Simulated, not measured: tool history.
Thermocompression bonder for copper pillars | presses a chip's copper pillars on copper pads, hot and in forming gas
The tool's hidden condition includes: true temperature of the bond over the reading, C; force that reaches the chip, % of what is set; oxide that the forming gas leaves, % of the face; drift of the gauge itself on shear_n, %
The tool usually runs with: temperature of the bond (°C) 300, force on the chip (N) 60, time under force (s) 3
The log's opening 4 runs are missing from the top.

run   hour  temperature of the bond (°C)  force on the chip (N)  time under force (s)  hours of work since the heater was calibrated  hours of work since the force cell was calibrated  hours of work since the gas filter was changed  force that shears a chip off (N)
  5   37.3                           300                     60                     2                                            213                                                124                                              21                              64.5
  6     47                           300                     60                     3                                            218                                                130                                              26                              72.2
  7   56.4                           300                     60                     3                                            223                                                135                                              32                              72.9
  8   63.5                           300                     60                     3                                            227                                                139                                              36                              71.2
  9   73.2                           300                     60                     2                                            233                                                145                                              41                              64.8
 10   79.3                           300                     60                     2                                            236                                                148                                              45                              64.7
 11     87                           300                     60                     3                                            241                                                152                                              49                              72.2
 12   93.2                           300                     71                     3                                            244                                                156                                              52                              80.4
 13  102.6                           300                     60                     3                                            249                                                161                                              58                              71.1
 14  111.8                           300                     60                     3                                            255                                                166                                              63                              71.9
 15  122.2                           300                     60                     3                                            260                                                172                                              69                                71
 16  129.5                           300                     60                     3                                            265                                                176                                              73                              72.5
 17  137.1                           300                     60                     3                                            269                                                180                                              77                              71.7

Forecast run 18:
 18  145.6                           300                     51                     3                                            274                                                185                                              82                                 ?

force that shears a chip off (N): 64.1
Take away the tool's hidden state, keep the run-to-run variation as it was, and the same run would have given force that shears a chip off (N) 62.8.
